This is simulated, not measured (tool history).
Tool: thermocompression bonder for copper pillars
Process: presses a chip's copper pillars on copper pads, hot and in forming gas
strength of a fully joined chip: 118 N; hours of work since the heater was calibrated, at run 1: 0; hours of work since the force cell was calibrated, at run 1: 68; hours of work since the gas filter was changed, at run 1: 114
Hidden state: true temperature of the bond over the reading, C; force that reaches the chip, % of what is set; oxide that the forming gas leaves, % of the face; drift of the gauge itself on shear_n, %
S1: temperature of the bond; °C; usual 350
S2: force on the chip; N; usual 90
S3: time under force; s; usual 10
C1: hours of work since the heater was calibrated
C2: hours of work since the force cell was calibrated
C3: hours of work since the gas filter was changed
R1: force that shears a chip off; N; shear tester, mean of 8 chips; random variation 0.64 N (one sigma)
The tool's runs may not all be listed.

{"run": 1, "day": 0.0, "S1": 350, "S2": 90, "S3": 10, "C1": 0, "C2": 68, "C3": 114, "R1": 46.3}
{"day": 0.692, "done": "forming gas filter changed"}
{"run": 2, "day": 1.533, "S1": 350, "S2": 111, "S3": 10, "C1": 25, "C2": 93, "C3": 14, "R1": 59.6}
{"run": 3, "day": 2.804, "S1": 350, "S2": 111, "S3": 10, "C1": 46, "C2": 114, "C3": 35, "R1": 59.2}
{"run": 4, "day": 4.017, "S1": 350, "S2": 90, "S3": 10, "C1": 66, "C2": 134, "C3": 55, "R1": 49.2}
{"run": 5, "day": 5.729, "S1": 350, "S2": 90, "S3": 10, "C1": 94, "C2": 162, "C3": 83, "R1": 48.5}
{"run": 6, "day": 6.954, "S1": 350, "S2": 90, "S3": 10, "C1": 114, "C2": 182, "C3": 103, "R1": 45.9}
{"run": 7, "day": 8.096, "S1": 350, "S2": 90, "S3": 10, "C1": 133, "C2": 201, "C3": 122, "R1": 46.6}
{"day": 8.262, "done": "forming gas filter changed"}
{"run": 8, "day": 9.7, "S1": 350, "S2": 90, "S3": 10, "C1": 159, "C2": 227, "C3": 24, "R1": 49.5}
{"run": 9, "day": 10.854, "S1": 350, "S2": 90, "S3": 10, "C1": 178, "C2": 246, "C3": 43, "R1": 49.5}
{"run": 10, "day": 11.783, "S1": 350, "S2": 90, "S3": 21, "C1": 193, "C2": 261, "C3": 58, "R1": 63.5}
{"run": 11, "day": 13.417, "S1": 350, "S2": 90, "S3": 10, "C1": 220, "C2": 288, "C3": 85, "R1": 47.1}
{"run": 12, "day": 14.696, "S1": 350, "S2": 90, "S3": 10, "C1": 241, "C2": 309, "C3": 106, "R1": 46.8}
{"run": 13, "day": 15.571, "S1": 350, "S2": 90, "S3": 10, "C1": 255, "C2": 323, "C3": 120, "R1": 46.8}
{"day": 15.862, "done": "forming gas filter changed"}
{"run": 14, "day": 16.808, "S1": 350, "S2": 98, "S3": 10, "C1": 275, "C2": 343, "C3": 16, "R1": 54.3}
{"run": 15, "day": 18.025, "S1": 350, "S2": 98, "S3": 10, "C1": 295, "C2": 363, "C3": 36, "R1": 52.8}
{"run": 16, "day": 18.829, "S1": 350, "S2": 90, "S3": 17, "C1": 309, "C2": 377, "C3": 49, "R1": 60.7}
{"run": 17, "day": 19.562, "S1": 350, "S2": 90, "S3": 10, "C1": 321, "C2": 389, "C3": 61, "R1": 47.6}
{"run": 18, "day": 20.833, "S1": 350, "S2": 90, "S3": 10, "C1": 342, "C2": 410, "C3": 82, "R1": 48.0}
{"run": 19, "day": 21.617, "S1": 350, "S2": 90, "S3": 10, "C1": 354, "C2": 422, "C3": 95, "R1": 46.4}
{"run": 20, "day": 22.929, "S1": 350, "S2": 90, "S3": 10, "C1": 376, "C2": 444, "C3": 116, "R1": 46.8}
{"day": 23.496, "done": "forming gas filter changed"}
{"run": 21, "day": 24.267, "S1": 350, "S2": 90, "S3": 10, "C1": 398, "C2": 466, "C3": 13, "R1": 50.3}
{"run": 22, "day": 25.388, "S1": 350, "S2": 90, "S3": 10, "C1": 416, "C2": 484, "C3": 31, "R1": 50.6}
{"run": 23, "day": 26.858, "S1": 337, "S2": 67, "S3": 16, "C1": 440, "C2": 508, "C3": 55, "R1": 41.6}
{"run": 24, "day": 27.725, "S1": 357, "S2": 75, "S3": 10, "C1": 455, "C2": 523, "C3": 70, "R1": 43.5}
{"run": 25, "day": 28.446, "S1": 357, "S2": 75, "S3": 14, "C1": 466, "C2": 534, "C3": 81, "R1": 50.4}

Run 26 comes next. What will it give?
{"run": 26, "day": 29.379, "S1": 332, "S2": 75, "S3": 7, "C1": 482, "C2": 550, "C3": 97, "R1": "?"}

{"run 26": {"R1": 30.3}}
Without the tool's hidden state the same run would have given R1 32.7 N.
